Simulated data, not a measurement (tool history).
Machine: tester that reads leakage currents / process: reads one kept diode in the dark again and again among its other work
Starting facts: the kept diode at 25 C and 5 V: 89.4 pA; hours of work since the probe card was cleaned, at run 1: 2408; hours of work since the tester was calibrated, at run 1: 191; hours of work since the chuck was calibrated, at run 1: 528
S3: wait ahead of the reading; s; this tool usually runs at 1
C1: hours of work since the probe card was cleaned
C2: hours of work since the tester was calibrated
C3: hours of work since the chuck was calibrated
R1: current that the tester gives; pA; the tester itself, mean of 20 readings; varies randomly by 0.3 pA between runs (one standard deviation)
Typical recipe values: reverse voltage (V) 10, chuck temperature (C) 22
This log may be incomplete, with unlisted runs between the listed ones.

run 1 hour=0 | reverse_voltage_(V)=10 chuck_temperature_(C)=22 S3=1 | C1=2408 C2=191 C3=528 | R1=112.91
run 2 hour=25.3 | reverse_voltage_(V)=10 chuck_temperature_(C)=22 S3=0.82 | C1=2423 C2=206 C3=543 | R1=112.33
run 3 hour=49.6 | reverse_voltage_(V)=2.9 chuck_temperature_(C)=22 S3=1 | C1=2438 C2=220 C3=557 | R1=57.28
run 4 hour=71.9 | reverse_voltage_(V)=2.9 chuck_temperature_(C)=54 S3=1 | C1=2451 C2=234 C3=570 | R1=837.41
run 5 hour=86.3 | reverse_voltage_(V)=2.9 chuck_temperature_(C)=54 S3=1 | C1=2460 C2=242 C3=579 | R1=833.79
run 6 hour=112 | reverse_voltage_(V)=2.9 chuck_temperature_(C)=54 S3=1 | C1=2475 C2=257 C3=594 | R1=836.87
run 7 hour=132.8 | reverse_voltage_(V)=2.9 chuck_temperature_(C)=54 S3=1 | C1=2487 C2=270 C3=607 | R1=834.59
run 8 hour=155.7 | reverse_voltage_(V)=10 chuck_temperature_(C)=22 S3=1 | C1=2501 C2=283 C3=620 | R1=111.77
run 9 hour=169.9 | reverse_voltage_(V)=10 chuck_temperature_(C)=22 S3=1 | C1=2509 C2=292 C3=629 | R1=112.8
run 10 hour=190.7 | reverse_voltage_(V)=10 chuck_temperature_(C)=22 S3=1 | C1=2522 C2=304 C3=641 | R1=112.2
run 11 hour=213.2 | reverse_voltage_(V)=10 chuck_temperature_(C)=22 S3=1 | C1=2535 C2=318 C3=654 | R1=112.44
run 12 hour=238.4 | reverse_voltage_(V)=10 chuck_temperature_(C)=22 S3=1 | C1=2550 C2=333 C3=669 | R1=112.92
run 13 hour=259.5 | reverse_voltage_(V)=10 chuck_temperature_(C)=22 S3=0.42 | C1=2562 C2=345 C3=682 | R1=118.59
run 14 hour=273.8 | reverse_voltage_(V)=10 chuck_temperature_(C)=22 S3=8.98 | C1=2571 C2=354 C3=690 | R1=109.49
run 15 hour=307.5 | reverse_voltage_(V)=10 chuck_temperature_(C)=22 S3=8.98 | C1=2591 C2=374 C3=710 | R1=109.4
run 16 hour=342.1 | reverse_voltage_(V)=10 chuck_temperature_(C)=22 S3=8.98 | C1=2612 C2=394 C3=731 | R1=109.49
run 17 hour=368.8 | reverse_voltage_(V)=10 chuck_temperature_(C)=22 S3=0.34 | C1=2627 C2=410 C3=747 | R1=120.81
run 18 hour=402.6 | reverse_voltage_(V)=10 chuck_temperature_(C)=22 S3=0.34 | C1=2647 C2=430 C3=767 | R1=119.42
run 19 hour=417.6 | reverse_voltage_(V)=10 chuck_temperature_(C)=22 S3=0.34 | C1=2656 C2=439 C3=776 | R1=120.25
run 20 hour=451.7 | reverse_voltage_(V)=10 chuck_temperature_(C)=22 S3=0.62 | C1=2677 C2=459 C3=796 | R1=115.06
run 21 hour=468.2 | reverse_voltage_(V)=5.7 chuck_temperature_(C)=22 S3=0.37 | C1=2686 C2=469 C3=806 | R1=86.02
run 22 hour=486.9 | reverse_voltage_(V)=5.7 chuck_temperature_(C)=55 S3=1.28 | C1=2698 C2=480 C3=817 | R1=1238.51
run 23 hour=517.7 | reverse_voltage_(V)=10 chuck_temperature_(C)=36 S3=1.03 | C1=2716 C2=499 C3=835 | R1=354.81
run 24 hour=540.4 | reverse_voltage_(V)=10 chuck_temperature_(C)=36 S3=1.03 | C1=2729 C2=512 C3=849 | R1=354.26
run 25 hour=571.9 | reverse_voltage_(V)=10 chuck_temperature_(C)=36 S3=1.03 | C1=2748 C2=531 C3=868 | R1=352.55
run 26 hour=604 | reverse_voltage_(V)=19.5 chuck_temperature_(C)=44 S3=1 | C1=2767 C2=550 C3=887 | R1=945.85
run 27 hour=636 | reverse_voltage_(V)=10 chuck_temperature_(C)=21 S3=1 | C1=2786 C2=569 C3=906 | R1=105.49
run 28 hour=650.2 | reverse_voltage_(V)=10 chuck_temperature_(C)=21 S3=1 | C1=2795 C2=577 C3=914 | R1=105.9
run 29 hour=668.7 | reverse_voltage_(V)=14.2 chuck_temperature_(C)=22 S3=1 | C1=2806 C2=588 C3=925 | R1=140.55
run 30 hour=686.7 | reverse_voltage_(V)=10 chuck_temperature_(C)=29 S3=0.93 | C1=2816 C2=599 C3=936 | R1=197.97
run 31 hour=719.1 | reverse_voltage_(V)=10 chuck_temperature_(C)=29 S3=0.93 | C1=2836 C2=618 C3=955 | R1=198.55
run 32 hour=737 | reverse_voltage_(V)=10 chuck_temperature_(C)=29 S3=0.93 | C1=2846 C2=629 C3=966 | R1=199.25
run 33 hour=763.5 | reverse_voltage_(V)=10 chuck_temperature_(C)=29 S3=0.93 | C1=2862 C2=645 C3=981 | R1=197.25
run 34 hour=785.2 | reverse_voltage_(V)=7.3 chuck_temperature_(C)=27 S3=0.93 | C1=2875 C2=657 C3=994 | R1=142.08
run 35 hour=807.7 | reverse_voltage_(V)=7.3 chuck_temperature_(C)=27 S3=0.93 | C1=2888 C2=671 C3=1008 | R1=142.36
run 36 hour=836.6 | reverse_voltage_(V)=18.4 chuck_temperature_(C)=58 S3=1.36 | C1=2905 C2=688 C3=1025 | R1=2730.26
run 37 hour=856.9 | reverse_voltage_(V)=3.7 chuck_temperature_(C)=36 S3=1.36 | C1=2917 C2=700 C3=1037 | R1=213.26
run 38 hour=881.6 | reverse_voltage_(V)=4 chuck_temperature_(C)=46 S3=0.34 | C1=2932 C2=715 C3=1052 | R1=511.82
run 39 hour=915.9 | reverse_voltage_(V)=10 chuck_temperature_(C)=29 S3=0.65 | C1=2952 C2=735 C3=1072 | R1=200.5
run 40 hour=941.8 | reverse_voltage_(V)=5.9 chuck_temperature_(C)=22 S3=1.97 | C1=2968 C2=751 C3=1087 | R1=83.5

Below are 4 alternative next runs, each starting from the tool's condition after run 40. Predict each:
run A hour=958.8 | reverse_voltage_(V)=1.5 chuck_temperature_(C)=38 S3=2.02 | C1=2978 C2=761 C3=1098 | R1=?
run B hour=958.8 | reverse_voltage_(V)=14.1 chuck_temperature_(C)=30 S3=0.52 | C1=2978 C2=761 C3=1098 | R1=?
run C hour=958.8 | reverse_voltage_(V)=5.9 chuck_temperature_(C)=47 S3=0.5 | C1=2978 C2=761 C3=1098 | R1=?
run D hour=958.8 | reverse_voltage_(V)=5.9 chuck_temperature_(C)=38 S3=3.55 | C1=2978 C2=761 C3=1098 | R1=?

run=A R1=162.06
run=B R1=262.14
run=C R1=665.26
run=D R1=316.6
Without the tool's unlogged condition, the same runs would have read:
run=A R1=164.27
run=B R1=241.14
run=C R1=673.56
run=D R1=314.59
